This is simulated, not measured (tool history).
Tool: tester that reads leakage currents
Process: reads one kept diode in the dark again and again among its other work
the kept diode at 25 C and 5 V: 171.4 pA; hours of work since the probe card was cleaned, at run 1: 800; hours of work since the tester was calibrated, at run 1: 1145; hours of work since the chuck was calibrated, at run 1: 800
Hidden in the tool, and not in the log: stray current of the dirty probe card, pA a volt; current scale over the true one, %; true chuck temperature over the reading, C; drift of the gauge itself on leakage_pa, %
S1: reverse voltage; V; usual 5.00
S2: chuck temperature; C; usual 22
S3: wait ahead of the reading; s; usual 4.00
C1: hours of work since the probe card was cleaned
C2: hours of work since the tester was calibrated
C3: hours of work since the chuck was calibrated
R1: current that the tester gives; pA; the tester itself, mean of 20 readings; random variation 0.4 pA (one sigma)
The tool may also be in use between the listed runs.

run	hour	S1	S2	S3	C1	C2	C3	R1
1	0.0	5.00	22	4.00	800	1145	800	124.59
2	36.3	5.00	22	4.00	822	1167	822	124.23
3	66.7	5.00	22	4.00	841	1185	841	123.90
4	91.2	5.00	22	4.00	855	1200	855	123.70
5	132.5	13.60	22	4.00	880	1225	880	194.26
6	156.6	13.60	22	4.00	895	1239	895	193.71
7	178.7	13.60	22	4.00	908	1253	908	193.75
8	216.7	13.60	22	4.00	931	1275	931	193.95
9	256.8	5.00	26	4.00	955	1300	955	170.71
10	295.7	5.00	26	4.00	979	1323	979	170.53
11	321.8	5.00	26	4.00	995	1339	995	169.95
12	359.8	5.00	26	4.00	1018	1362	1018	170.19
13	393.0	5.00	26	4.00	1038	1382	1038	169.99
14	424.3	5.00	26	4.00	1057	1401	1057	169.14
15	455.8	5.00	22	4.00	1076	1420	1076	121.33
16	494.1	7.82	22	4.00	1099	1443	1099	148.72
17	520.0	5.00	22	4.00	1114	1459	1114	121.40
18	548.4	5.00	22	4.00	1131	1476	1131	122.19
19	579.1	5.00	22	4.00	1150	1494	1150	121.13
20	604.6	5.00	22	4.00	1165	1510	1165	121.16
21	626.2	5.00	22	4.00	1178	1523	1178	121.54
22	648.9	7.28	20	4.00	1192	1536	1192	120.52
23	678.6	3.56	22	4.00	1210	1554	1210	103.73
24	707.9	3.56	22	4.00	1228	1572	1228	103.39
25	734.4	3.56	53	1.70	1244	1588	1244	1097.73
26	757.6	4.44	22	4.00	1258	1602	1258	113.43
27	790.7	9.80	37	4.00	1278	1622	1278	542.66
28	819.0	9.80	37	4.00	1295	1639	1295	539.46
# hour 823.0: tester calibrated
29	845.7	3.29	37	1.33	1310	14	1310	329.81
30	874.6	3.29	37	1.33	1327	31	1327	330.03
31	911.3	3.29	37	1.33	1349	53	1349	329.65
32	935.6	3.29	37	1.33	1364	68	1364	328.03
33	957.4	8.56	37	6.51	1377	81	1377	502.33
34	976.2	9.21	45	3.69	1388	92	1388	939.49
35	999.1	2.60	33	3.69	1402	106	1402	217.17
36	1019.2	2.60	33	3.69	1414	118	1414	217.23
37	1045.7	5.00	25	0.51	1430	134	1430	153.17
# hour 1066.5: tester calibrated, once more
38	1073.4	5.00	25	0.51	1446	4	1446	154.59
39	1104.4	11.55	34	0.51	1465	23	1465	461.43
40	1135.0	11.55	34	0.51	1483	41	1483	456.00
41	1171.6	11.55	34	0.51	1505	63	1505	460.15

Forecast each of these 3 alternatives for the next run:
A	1197.5	5.00	28	4.00	1521	79	1521	?
B	1197.5	5.41	27	1.25	1521	79	1521	?
C	1197.5	5.00	22	1.24	1521	79	1521	?

run	R1
A	193.93
B	185.87
C	118.58
Without the tool's hidden state the same runs would have given:
run	R1
A	219.16
B	209.97
C	134.03
